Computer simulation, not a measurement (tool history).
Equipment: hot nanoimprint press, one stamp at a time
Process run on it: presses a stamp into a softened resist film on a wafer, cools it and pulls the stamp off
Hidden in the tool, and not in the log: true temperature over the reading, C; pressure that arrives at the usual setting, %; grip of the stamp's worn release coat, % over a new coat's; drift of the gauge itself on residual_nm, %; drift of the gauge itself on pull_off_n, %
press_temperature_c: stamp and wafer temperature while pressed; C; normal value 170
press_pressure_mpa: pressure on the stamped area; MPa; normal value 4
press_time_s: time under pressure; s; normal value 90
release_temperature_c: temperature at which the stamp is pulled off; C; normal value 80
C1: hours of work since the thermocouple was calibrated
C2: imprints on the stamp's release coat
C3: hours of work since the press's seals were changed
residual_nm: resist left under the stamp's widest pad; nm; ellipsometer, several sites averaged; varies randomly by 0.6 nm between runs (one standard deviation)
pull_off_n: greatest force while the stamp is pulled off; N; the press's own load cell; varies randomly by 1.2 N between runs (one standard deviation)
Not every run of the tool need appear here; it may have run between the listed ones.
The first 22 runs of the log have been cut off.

run 23 hour=185.2 | press_temperature_c=161 press_pressure_mpa=4 press_time_s=73 release_temperature_c=80 | C1=39 C2=541 C3=119 | residual_nm=223.2 pull_off_n=203
run 24 hour=191.4 | press_temperature_c=161 press_pressure_mpa=5.49 press_time_s=73 release_temperature_c=80 | C1=41 C2=560 C3=122 | residual_nm=200.7 pull_off_n=202
run 25 hour=197.5 | press_temperature_c=161 press_pressure_mpa=4.34 press_time_s=49 release_temperature_c=67 | C1=44 C2=577 C3=125 | residual_nm=236.4 pull_off_n=278
run 26 hour=203.8 | press_temperature_c=161 press_pressure_mpa=4.28 press_time_s=63 release_temperature_c=67 | C1=47 C2=596 C3=128 | residual_nm=225.7 pull_off_n=279
run 27 hour=212.5 | press_temperature_c=170 press_pressure_mpa=6.17 press_time_s=163 release_temperature_c=85 | C1=51 C2=622 C3=131 | residual_nm=88.6 pull_off_n=171
run 28 hour=220 | press_temperature_c=170 press_pressure_mpa=4 press_time_s=65 release_temperature_c=80 | C1=54 C2=644 C3=135 | residual_nm=154.3 pull_off_n=201
run 29 hour=230.7 | press_temperature_c=161 press_pressure_mpa=3.69 press_time_s=65 release_temperature_c=80 | C1=59 C2=676 C3=140 | residual_nm=234.7 pull_off_n=204
run 30 hour=239.4 | press_temperature_c=170 press_pressure_mpa=2.9 press_time_s=89 release_temperature_c=80 | C1=63 C2=702 C3=143 | residual_nm=165.4 pull_off_n=202

What if the next run were any one of these 3? Each begins from the tool's condition after run 30:
run A hour=247.5 | press_temperature_c=170 press_pressure_mpa=2.9 press_time_s=82 release_temperature_c=72 | C1=66 C2=726 C3=147 | residual_nm=? pull_off_n=?
run B hour=247.5 | press_temperature_c=170 press_pressure_mpa=4 press_time_s=90 release_temperature_c=75 | C1=66 C2=726 C3=147 | residual_nm=? pull_off_n=?
run C hour=247.5 | press_temperature_c=173 press_pressure_mpa=2.63 press_time_s=89 release_temperature_c=80 | C1=66 C2=726 C3=147 | residual_nm=? pull_off_n=?

run=A residual_nm=168.1 pull_off_n=253
run=B residual_nm=138.4 pull_off_n=231
run=C residual_nm=150.3 pull_off_n=205
Without the tool's unlogged condition, the same runs would have read:
run=A residual_nm=168 pull_off_n=233
run=B residual_nm=138.1 pull_off_n=213
run=C residual_nm=150.2 pull_off_n=189
